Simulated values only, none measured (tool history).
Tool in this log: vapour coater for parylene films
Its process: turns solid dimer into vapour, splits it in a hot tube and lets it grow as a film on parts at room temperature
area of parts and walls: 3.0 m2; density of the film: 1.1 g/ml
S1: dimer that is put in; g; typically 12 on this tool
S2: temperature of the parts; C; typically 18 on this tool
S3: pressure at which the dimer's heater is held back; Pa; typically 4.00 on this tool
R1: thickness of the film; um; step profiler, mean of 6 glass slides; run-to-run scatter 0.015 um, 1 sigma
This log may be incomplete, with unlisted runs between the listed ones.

run	day	S1	S2	S3	R1
1	0.000	12	18	4.00	1.81
2	2.546	12	18	4.00	1.75
3	5.354	12	18	7.29	1.48
4	7.221	12	18	4.00	1.66
# day 8.312: trap's valve overhauled
5	10.271	12	18	2.48	2.02
6	11.575	12	18	2.48	1.98
7	13.262	12	14	4.00	2.11
8	15.300	14	14	4.00	2.38
9	17.088	14	14	4.00	2.35
10	18.329	12	18	4.00	1.68
# day 20.721: trap's valve overhauled
11	20.817	12	23	4.00	1.46
12	23.512	12	18	4.00	1.81
13	25.929	12	18	4.00	1.76
14	28.571	12	18	4.00	1.71
15	31.308	12	18	4.00	1.66
# day 33.183: trap's valve overhauled
16	33.812	12	18	4.00	1.84
17	35.650	12	18	4.00	1.81
18	38.175	12	18	4.00	1.76
19	40.196	12	18	4.00	1.71
20	43.012	12	18	6.65	1.46
# day 45.608: trap's valve overhauled
21	46.033	12	18	4.00	1.80
22	47.946	12	18	4.00	1.78
23	49.467	12	18	4.00	1.74
24	51.642	12	18	4.00	1.72
25	52.838	5	15	7.01	0.71
26	54.767	5	15	7.01	0.69
27	56.388	12	11	4.35	2.20
# day 58.025: trap's valve overhauled
28	58.954	16	11	2.08	3.86
29	60.367	16	11	2.08	3.75
30	62.100	6	11	2.08	1.41
31	63.888	12	18	4.00	1.74
32	65.721	12	18	4.00	1.67
33	68.396	12	18	4.00	1.63
34	69.971	12	18	4.00	1.62
# day 70.408: trap's valve overhauled
35	71.858	12	21	4.00	1.56
36	73.429	5	15	5.46	0.78
# day 74.604: table's thermometer calibrated
37	75.896	10	24	2.50	1.26
38	78.512	10	24	2.50	1.22
39	79.854	10	24	2.50	1.20
40	81.779	10	24	2.50	1.19
# day 82.821: trap's valve overhauled
41	83.404	12	18	4.00	1.85
42	86.188	10	23	2.92	1.31
43	87.521	15	23	4.00	1.83
44	89.558	6	25	10.66	0.50
45	91.962	6	25	10.66	0.49

Alternative continuations, all from the tool just after run 45; predict every row:
A	94.579	18	19	8.43	?
B	94.579	19	19	5.07	?
C	94.579	11	21	5.53	?
D	94.579	6	25	2.30	?

run	R1
A	2.04
B	2.42
C	1.22
D	0.69
Take away the tool's hidden state, keep each run's random variation, and the runs would have read:
run	R1
A	2.27
B	2.70
C	1.36
D	0.78
